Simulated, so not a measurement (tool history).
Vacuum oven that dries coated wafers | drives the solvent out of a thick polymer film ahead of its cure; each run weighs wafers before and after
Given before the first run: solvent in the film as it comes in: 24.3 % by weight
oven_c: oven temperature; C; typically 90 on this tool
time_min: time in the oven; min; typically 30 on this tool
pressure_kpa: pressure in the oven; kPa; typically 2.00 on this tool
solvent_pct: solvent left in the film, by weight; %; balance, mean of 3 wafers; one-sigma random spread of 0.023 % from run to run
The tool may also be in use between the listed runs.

{"run": 1, "hour": 0.0, "oven_c": 90, "time_min": 30, "pressure_kpa": 2.0, "solvent_pct": 1.82}
{"run": 2, "hour": 7.8, "oven_c": 100, "time_min": 30, "pressure_kpa": 2.0, "solvent_pct": 0.72}
{"run": 3, "hour": 16.9, "oven_c": 90, "time_min": 30, "pressure_kpa": 2.0, "solvent_pct": 1.82}
{"run": 4, "hour": 31.6, "oven_c": 90, "time_min": 30, "pressure_kpa": 2.0, "solvent_pct": 1.82}
{"run": 5, "hour": 43.0, "oven_c": 90, "time_min": 30, "pressure_kpa": 2.0, "solvent_pct": 1.83}
{"run": 6, "hour": 49.7, "oven_c": 90, "time_min": 30, "pressure_kpa": 2.0, "solvent_pct": 1.77}
{"run": 7, "hour": 61.4, "oven_c": 90, "time_min": 19, "pressure_kpa": 2.0, "solvent_pct": 3.59}
{"run": 8, "hour": 72.0, "oven_c": 90, "time_min": 30, "pressure_kpa": 3.04, "solvent_pct": 2.33}
{"run": 9, "hour": 80.2, "oven_c": 90, "time_min": 30, "pressure_kpa": 3.04, "solvent_pct": 2.31}
{"run": 10, "hour": 92.7, "oven_c": 90, "time_min": 41, "pressure_kpa": 2.0, "solvent_pct": 1.22}
{"run": 11, "hour": 105.3, "oven_c": 90, "time_min": 47, "pressure_kpa": 2.0, "solvent_pct": 1.11}
{"run": 12, "hour": 116.2, "oven_c": 90, "time_min": 47, "pressure_kpa": 2.0, "solvent_pct": 1.1}
{"run": 13, "hour": 126.6, "oven_c": 90, "time_min": 47, "pressure_kpa": 2.0, "solvent_pct": 1.12}
{"run": 14, "hour": 137.7, "oven_c": 83, "time_min": 46, "pressure_kpa": 2.0, "solvent_pct": 2.31}
{"run": 15, "hour": 146.5, "oven_c": 83, "time_min": 46, "pressure_kpa": 2.0, "solvent_pct": 2.3}
{"run": 16, "hour": 158.0, "oven_c": 77, "time_min": 22, "pressure_kpa": 7.39, "solvent_pct": 11.93}
{"run": 17, "hour": 168.6, "oven_c": 91, "time_min": 44, "pressure_kpa": 2.0, "solvent_pct": 1.07}
{"run": 18, "hour": 177.1, "oven_c": 94, "time_min": 46, "pressure_kpa": 2.53, "solvent_pct": 1.11}
{"run": 19, "hour": 190.8, "oven_c": 99, "time_min": 52, "pressure_kpa": 2.61, "solvent_pct": 0.93}
{"run": 20, "hour": 205.1, "oven_c": 94, "time_min": 22, "pressure_kpa": 2.67, "solvent_pct": 1.99}
{"run": 21, "hour": 211.7, "oven_c": 89, "time_min": 30, "pressure_kpa": 3.91, "solvent_pct": 2.92}

Forecast each of these 4 alternatives for the next run:
{"run": "A", "hour": 226.8, "oven_c": 81, "time_min": 35, "pressure_kpa": 3.07, "solvent_pct": "?"}
{"run": "B", "hour": 226.8, "oven_c": 82, "time_min": 30, "pressure_kpa": 1.25, "solvent_pct": "?"}
{"run": "C", "hour": 226.8, "oven_c": 82, "time_min": 30, "pressure_kpa": 3.91, "solvent_pct": "?"}
{"run": "D", "hour": 226.8, "oven_c": 90, "time_min": 41, "pressure_kpa": 2.0, "solvent_pct": "?"}

run=A solvent_pct=4.68
run=B solvent_pct=4.06
run=C solvent_pct=5.51
run=D solvent_pct=1.22
What these runs would have given with no unlogged condition in the tool:
run=A solvent_pct=5.48
run=B solvent_pct=4.86
run=C solvent_pct=6.36
run=D solvent_pct=1.43

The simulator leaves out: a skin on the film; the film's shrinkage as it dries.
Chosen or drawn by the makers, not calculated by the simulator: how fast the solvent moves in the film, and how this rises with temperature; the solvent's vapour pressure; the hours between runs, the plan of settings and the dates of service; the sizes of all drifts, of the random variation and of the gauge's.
